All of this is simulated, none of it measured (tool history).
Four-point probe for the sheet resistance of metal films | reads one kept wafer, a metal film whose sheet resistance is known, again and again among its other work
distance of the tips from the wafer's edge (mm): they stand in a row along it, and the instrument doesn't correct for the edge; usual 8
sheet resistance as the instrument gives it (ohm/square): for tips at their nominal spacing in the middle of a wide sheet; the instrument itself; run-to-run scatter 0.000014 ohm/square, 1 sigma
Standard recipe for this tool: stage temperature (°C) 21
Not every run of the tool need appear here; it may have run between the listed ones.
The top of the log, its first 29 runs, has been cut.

run,hour,stage temperature (°C),distance of the tips from the wafer's edge (mm),sheet resistance as the instrument gives it (ohm/square)
30,1025.8,25,4,0.074117
31,1068.6,26,5,0.072841
32,1103.5,25,5,0.072861
33,1144.1,33,19,0.070683
34,1179.7,26,13,0.070839
35,1217.2,25,4,0.074114
36,1260.4,34,40,0.070525
37,1287.0,27,22,0.070622
38,1336.0,33,11,0.070975
39,1360.4,29,8,0.071433
40,1382.3,21,4,0.074138
41,1406.4,25,17,0.070719
42,1428.9,25,17,0.070700
43,1462.6,30,5,0.072849
44,1504.0,26,43,0.070534
45,1528.2,26,43,0.070529

Predict each of these 4 candidate next runs independently; none follows another, all start after run 45:
A,1563.3,26,57,?
B,1563.3,22,43,?
C,1563.3,29,3,?
D,1563.3,21,4,?

run,sheet resistance as the instrument gives it (ohm/square)
A,0.070514
B,0.070528
C,0.076650
D,0.074129
The same runs, with their run-to-run variation unchanged, on a tool lacking any hidden condition would have given:
run,sheet resistance as the instrument gives it (ohm/square)
A,0.070514
B,0.070528
C,0.076649
D,0.074128
